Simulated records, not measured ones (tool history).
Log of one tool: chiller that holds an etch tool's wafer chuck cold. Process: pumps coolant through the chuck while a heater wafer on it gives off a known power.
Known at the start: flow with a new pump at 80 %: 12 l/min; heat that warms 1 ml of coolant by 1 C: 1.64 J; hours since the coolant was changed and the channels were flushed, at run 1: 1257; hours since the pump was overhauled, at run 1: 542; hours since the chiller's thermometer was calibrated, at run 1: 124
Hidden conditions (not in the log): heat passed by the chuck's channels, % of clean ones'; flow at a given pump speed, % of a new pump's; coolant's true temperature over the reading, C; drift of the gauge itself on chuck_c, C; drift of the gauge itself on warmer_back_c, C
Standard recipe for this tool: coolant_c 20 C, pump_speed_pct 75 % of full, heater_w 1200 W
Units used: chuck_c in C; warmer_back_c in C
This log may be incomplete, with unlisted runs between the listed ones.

run,hour,coolant_c,pump_speed_pct,heater_w,hours since the coolant was changed and the channels were flushed,hours since the pump was overhauled,hours since the chiller's thermometer was calibrated,chuck_c,warmer_back_c
1,0,20,75,1200,1257,542,124,28.2,3.99
2,68.2,20,75,1200,1325,610,192,28.4,3.96
3,106.6,12,75,1200,1363,649,231,20.4,3.96
4,162.4,12,75,1200,1419,704,286,20.3,4
5,199.5,20,75,1200,1456,742,323,28.4,3.99
6,251.7,20,63,1200,1508,794,376,29.5,4.73
7,321.2,20,63,1200,1578,863,445,29.4,4.75
8,382.2,20,94,1200,1639,924,506,27.1,3.19
9,428.6,13,75,1200,1685,971,553,21.3,4.04
10,461.1,20,75,1200,1718,1003,585,28.4,4.05
11,529.2,20,75,1200,1786,1071,653,28.4,4.01
12,595.7,20,75,1200,1852,1138,720,28.6,4.03
13,662.3,20,75,1200,1919,1204,786,28.5,4.02
14,720.6,20,75,1200,1977,1263,845,28.5,4.02
15,793,20,75,736,2050,1335,917,25,2.46
16,857,23,75,1200,2114,1399,981,31.5,4.02
17,900.6,20,75,1200,2157,1443,1025,28.5,4.03

Expected results for the next run?
18,950.2,21,63,1204,2207,1492,1074,?,?

For run 18 the tool returned chuck_c 30.6 C, warmer_back_c 4.76 C.
With the hidden condition absent and the run-to-run variation left alone, this run would have shown chuck_c 30.2 C, warmer_back_c 4.62 C.
